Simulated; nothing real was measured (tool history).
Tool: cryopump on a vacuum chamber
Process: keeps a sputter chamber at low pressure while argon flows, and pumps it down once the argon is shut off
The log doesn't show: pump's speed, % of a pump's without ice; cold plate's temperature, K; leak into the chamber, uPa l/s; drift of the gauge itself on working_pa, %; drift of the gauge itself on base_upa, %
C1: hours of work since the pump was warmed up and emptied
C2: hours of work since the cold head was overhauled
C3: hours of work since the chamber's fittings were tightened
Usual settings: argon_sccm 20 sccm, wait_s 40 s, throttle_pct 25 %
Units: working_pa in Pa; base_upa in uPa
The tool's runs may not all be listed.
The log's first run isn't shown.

{"run": 2, "hour": 8.2, "argon_sccm": 20, "wait_s": 40, "throttle_pct": 25, "C1": 33, "C2": 33, "C3": 896, "working_pa": 0.0596, "base_upa": 1.84}
{"run": 3, "hour": 19.0, "argon_sccm": 20, "wait_s": 40, "throttle_pct": 25, "C1": 40, "C2": 40, "C3": 902, "working_pa": 0.0599, "base_upa": 1.89}
{"run": 4, "hour": 27.7, "argon_sccm": 20, "wait_s": 40, "throttle_pct": 25, "C1": 45, "C2": 45, "C3": 907, "working_pa": 0.0607, "base_upa": 1.88}
{"run": 5, "hour": 41.7, "argon_sccm": 20, "wait_s": 40, "throttle_pct": 25, "C1": 53, "C2": 53, "C3": 915, "working_pa": 0.0609, "base_upa": 1.88}
{"run": 6, "hour": 54.8, "argon_sccm": 20, "wait_s": 97, "throttle_pct": 25, "C1": 60, "C2": 60, "C3": 923, "working_pa": 0.0602, "base_upa": 1.42}
{"run": 7, "hour": 66.9, "argon_sccm": 20, "wait_s": 97, "throttle_pct": 25, "C1": 67, "C2": 67, "C3": 930, "working_pa": 0.0605, "base_upa": 1.4}
{"run": 8, "hour": 75.2, "argon_sccm": 20, "wait_s": 97, "throttle_pct": 25, "C1": 72, "C2": 72, "C3": 935, "working_pa": 0.0609, "base_upa": 1.38}
{"run": 9, "hour": 81.8, "argon_sccm": 20, "wait_s": 97, "throttle_pct": 25, "C1": 76, "C2": 76, "C3": 938, "working_pa": 0.0611, "base_upa": 1.42}
{"run": 10, "hour": 94.6, "argon_sccm": 20, "wait_s": 75, "throttle_pct": 25, "C1": 83, "C2": 83, "C3": 946, "working_pa": 0.0603, "base_upa": 1.54}
{"run": 11, "hour": 108.5, "argon_sccm": 20, "wait_s": 75, "throttle_pct": 25, "C1": 91, "C2": 91, "C3": 954, "working_pa": 0.0607, "base_upa": 1.54}
{"run": 12, "hour": 118.3, "argon_sccm": 20, "wait_s": 75, "throttle_pct": 25, "C1": 97, "C2": 97, "C3": 959, "working_pa": 0.0609, "base_upa": 1.54}
{"run": 13, "hour": 130.6, "argon_sccm": 20, "wait_s": 75, "throttle_pct": 25, "C1": 104, "C2": 104, "C3": 967, "working_pa": 0.0606, "base_upa": 1.56}
{"run": 14, "hour": 137.4, "argon_sccm": 20, "wait_s": 75, "throttle_pct": 25, "C1": 108, "C2": 108, "C3": 970, "working_pa": 0.0607, "base_upa": 1.5}
{"run": 15, "hour": 149.7, "argon_sccm": 20, "wait_s": 75, "throttle_pct": 25, "C1": 115, "C2": 115, "C3": 978, "working_pa": 0.0605, "base_upa": 1.6}
{"run": 16, "hour": 160.7, "argon_sccm": 20, "wait_s": 40, "throttle_pct": 25, "C1": 121, "C2": 121, "C3": 984, "working_pa": 0.0619, "base_upa": 1.99}
{"run": 17, "hour": 169.5, "argon_sccm": 20, "wait_s": 40, "throttle_pct": 25, "C1": 126, "C2": 126, "C3": 989, "working_pa": 0.0618, "base_upa": 2}
{"run": 18, "hour": 181.7, "argon_sccm": 20, "wait_s": 40, "throttle_pct": 56, "C1": 133, "C2": 133, "C3": 996, "working_pa": 0.0282, "base_upa": 2}
{"run": 19, "hour": 194.9, "argon_sccm": 31, "wait_s": 25, "throttle_pct": 59, "C1": 141, "C2": 141, "C3": 1004, "working_pa": 0.0416, "base_upa": 2.49}
{"run": 20, "hour": 201.9, "argon_sccm": 29, "wait_s": 77, "throttle_pct": 18, "C1": 145, "C2": 145, "C3": 1008, "working_pa": 0.1222, "base_upa": 1.63}
{"run": 21, "hour": 213.5, "argon_sccm": 17, "wait_s": 139, "throttle_pct": 25, "C1": 152, "C2": 152, "C3": 1014, "working_pa": 0.0523, "base_upa": 1.48}
{"run": 22, "hour": 222.3, "argon_sccm": 17, "wait_s": 139, "throttle_pct": 25, "C1": 157, "C2": 157, "C3": 1019, "working_pa": 0.0526, "base_upa": 1.42}
{"run": 23, "hour": 232.9, "argon_sccm": 30, "wait_s": 40, "throttle_pct": 32, "C1": 163, "C2": 163, "C3": 1026, "working_pa": 0.0728, "base_upa": 2.04}

Forecast run 24:
{"run": 24, "hour": 241.0, "argon_sccm": 34, "wait_s": 40, "throttle_pct": 40, "C1": 168, "C2": 168, "C3": 1030, "working_pa": "?", "base_upa": "?"}

{"run 24": {"working_pa": 0.066, "base_upa": 2.05}}
Without the tool's hidden state the same run would have given working_pa 0.0638 Pa, base_upa 0.94 uPa.
